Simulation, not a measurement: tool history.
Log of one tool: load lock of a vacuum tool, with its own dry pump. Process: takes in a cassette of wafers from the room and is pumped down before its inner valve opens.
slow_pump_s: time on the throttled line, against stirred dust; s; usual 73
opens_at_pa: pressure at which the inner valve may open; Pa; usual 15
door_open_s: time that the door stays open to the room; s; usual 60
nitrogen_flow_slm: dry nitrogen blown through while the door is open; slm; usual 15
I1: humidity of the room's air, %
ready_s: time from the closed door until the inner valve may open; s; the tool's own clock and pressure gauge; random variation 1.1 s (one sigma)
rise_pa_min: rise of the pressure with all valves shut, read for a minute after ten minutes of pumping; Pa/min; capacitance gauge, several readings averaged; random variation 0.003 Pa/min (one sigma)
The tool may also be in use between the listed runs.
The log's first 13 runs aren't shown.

Run 14, hour 1955.7: usual settings but slow_pump_s 57 s, door_open_s 204 s; I1 45.2. Result: ready_s 174.5 s, rise_pa_min 0.06 Pa/min.
Run 15, hour 2156: usual settings but slow_pump_s 57 s, door_open_s 204 s; I1 44.9. Result: ready_s 173.1 s, rise_pa_min 0.062 Pa/min.
Run 16, hour 2275.9: usual settings but slow_pump_s 57 s, door_open_s 204 s; I1 48.4. Result: ready_s 173.4 s, rise_pa_min 0.071 Pa/min.
Run 17, hour 2397.3: usual settings but opens_at_pa 22 Pa; I1 45.3. Result: ready_s 182.4 s, rise_pa_min 0.051 Pa/min.
Run 18, hour 2529.6: usual settings but door_open_s 71 s; I1 42.8. Result: ready_s 186.4 s, rise_pa_min 0.059 Pa/min.
Run 19, hour 2639.5: usual settings; I1 42.9. Result: ready_s 188.8 s, rise_pa_min 0.057 Pa/min.
Run 20, hour 2803.7: usual settings but slow_pump_s 92 s, opens_at_pa 19 Pa, door_open_s 63 s, nitrogen_flow_slm 8 slm; I1 43.4. Result: ready_s 201.1 s, rise_pa_min 0.069 Pa/min.
Run 21, hour 3007.8: usual settings but slow_pump_s 128 s, door_open_s 185 s; I1 45.4. Result: ready_s 229.3 s, rise_pa_min 0.072 Pa/min.
Run 22, hour 3139.9: usual settings but slow_pump_s 82 s, opens_at_pa 10 Pa, door_open_s 118 s, nitrogen_flow_slm 40 slm; I1 42.9. Result: ready_s 202.8 s, rise_pa_min 0.058 Pa/min.
Run 23, hour 3289.6: usual settings but slow_pump_s 82 s, opens_at_pa 10 Pa, door_open_s 118 s, nitrogen_flow_slm 40 slm; I1 47.3. Result: ready_s 200.9 s, rise_pa_min 0.062 Pa/min.
Run 24, hour 3445.5: usual settings but opens_at_pa 13 Pa, door_open_s 41 s, nitrogen_flow_slm 6 slm; I1 45.4. Result: ready_s 190.6 s, rise_pa_min 0.076 Pa/min.
Run 25, hour 3587.6: usual settings but opens_at_pa 26 Pa; I1 44. Result: ready_s 180.3 s, rise_pa_min 0.075 Pa/min.
Run 26, hour 3686.1: usual settings but slow_pump_s 66 s, opens_at_pa 28 Pa; I1 46.3. Result: ready_s 173.8 s, rise_pa_min 0.077 Pa/min.
Run 27, hour 3879.7: usual settings but slow_pump_s 66 s, opens_at_pa 28 Pa; I1 48.2. Result: ready_s 175.6 s, rise_pa_min 0.073 Pa/min.
Run 28, hour 4085.2: usual settings but nitrogen_flow_slm 45 slm; I1 44.6. Result: ready_s 189.8 s, rise_pa_min 0.061 Pa/min.
Run 29, hour 4196.3: usual settings but slow_pump_s 37 s, opens_at_pa 20 Pa, nitrogen_flow_slm 45 slm; I1 45.9. Result: ready_s 157.3 s, rise_pa_min 0.069 Pa/min.
Run 30, hour 4341.3: usual settings but slow_pump_s 90 s, opens_at_pa 20 Pa, door_open_s 175 s, nitrogen_flow_slm 45 slm; I1 42.5. Result: ready_s 199.1 s, rise_pa_min 0.069 Pa/min.
Run 31, hour 4574.7: usual settings but slow_pump_s 128 s; I1 42.4. Result: ready_s 231.6 s, rise_pa_min 0.08 Pa/min.
Run 32, hour 4786.9: usual settings but door_open_s 34 s; I1 43.9. Result: ready_s 191.8 s, rise_pa_min 0.081 Pa/min.
Run 33, hour 4994.9: usual settings but slow_pump_s 131 s, door_open_s 210 s, nitrogen_flow_slm 18 slm; I1 45.2. Result: ready_s 232.2 s, rise_pa_min 0.098 Pa/min.
Run 34, hour 5209.9: usual settings but slow_pump_s 81 s, nitrogen_flow_slm 9 slm; I1 48.4. Result: ready_s 197.9 s, rise_pa_min 0.097 Pa/min.
Run 35, hour 5399.9: usual settings but slow_pump_s 51 s, door_open_s 155 s, nitrogen_flow_slm 16 slm; I1 43.4. Result: ready_s 174.9 s, rise_pa_min 0.101 Pa/min.
Run 36, hour 5633.3: usual settings but opens_at_pa 12 Pa, door_open_s 207 s; I1 44.5. Result: ready_s 195 s, rise_pa_min 0.115 Pa/min.
Run 37, hour 5866.6: usual settings but opens_at_pa 22 Pa, door_open_s 234 s; I1 46. Result: ready_s 187 s, rise_pa_min 0.112 Pa/min.

4 ways to go on from here, each from the tool as it stands after run 37. What would each give?
Run A, hour 6091.3: usual settings but slow_pump_s 58 s, opens_at_pa 22 Pa, door_open_s 234 s; I1 47.2. Result: ready_s ?, rise_pa_min ?.
Run B, hour 6091.3: usual settings but door_open_s 197 s, nitrogen_flow_slm 36 slm; I1 42.6. Result: ready_s ?, rise_pa_min ?.
Run C, hour 6091.3: usual settings but slow_pump_s 80 s, opens_at_pa 21 Pa, door_open_s 229 s; I1 43.4. Result: ready_s ?, rise_pa_min ?.
Run D, hour 6091.3: usual settings but slow_pump_s 135 s, opens_at_pa 22 Pa, nitrogen_flow_slm 10 slm; I1 46.9. Result: ready_s ?, rise_pa_min ?.

run  ready_s  rise_pa_min
  A    176.3        0.119
  B    194.5        0.096
  C    193.3        0.112
  D    233.8        0.109
Without the tool's hidden state the same runs would have given:
run  ready_s  rise_pa_min
  A    159.6        0.041
  B    177.4        0.017
  C    177.4        0.033
  D      220         0.03
